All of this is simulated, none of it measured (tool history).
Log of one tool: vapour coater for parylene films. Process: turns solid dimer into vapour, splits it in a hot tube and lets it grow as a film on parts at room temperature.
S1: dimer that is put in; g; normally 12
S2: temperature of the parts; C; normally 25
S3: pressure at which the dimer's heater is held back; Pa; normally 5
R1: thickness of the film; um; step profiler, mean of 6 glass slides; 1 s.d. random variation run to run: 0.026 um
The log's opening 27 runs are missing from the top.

run   hour  S1  S2    S3    R1
 28  389.2  12  25  2.23  3.06
 29  401.6   7  30  3.77  1.46
 30  418.2   7  30  3.77   1.5
 31  425.7   7  30  3.77  1.44
 32  441.5  11  27  3.77  2.46
 33  456.2   7  27  7.25   1.4
 34  471.8  16  24  2.85  4.04
 35  483.7  16  24  2.85  4.03
 36  497.8   7  23  2.81  1.81
 37  514.5   7  23  2.81  1.77
 38  524.8  17  18     5  4.39
 39  536.7   5  25   3.6  1.15
 40  550.5   7  21  5.93  1.64
 41  567.9  19  35  8.37  3.05
 42  582.7  12  33  2.04  2.62
 43  590.4  12  33  2.04   2.6
 44    598   7  20     5  1.71
 45  615.9   9  33  4.16  1.72
 46  632.6   9  33  4.16   1.7
 47  650.6   9  33  2.69   1.9

Here are 4 independent what-if runs from the current tool condition. What would each one return?
  A  665.4   9  20  2.69   ?
  B  665.4  10  18  2.09   ?
  C  665.4   9  17  3.97   ?
  D  665.4  11  32  7.32   ?

run    R1
  A  2.45
  B  2.99
  C  2.45
  D  1.91
With the hidden condition removed and each run's random variation left untouched, the same runs would have given:
run    R1
  A  2.52
  B  3.08
  C  2.52
  D  1.97
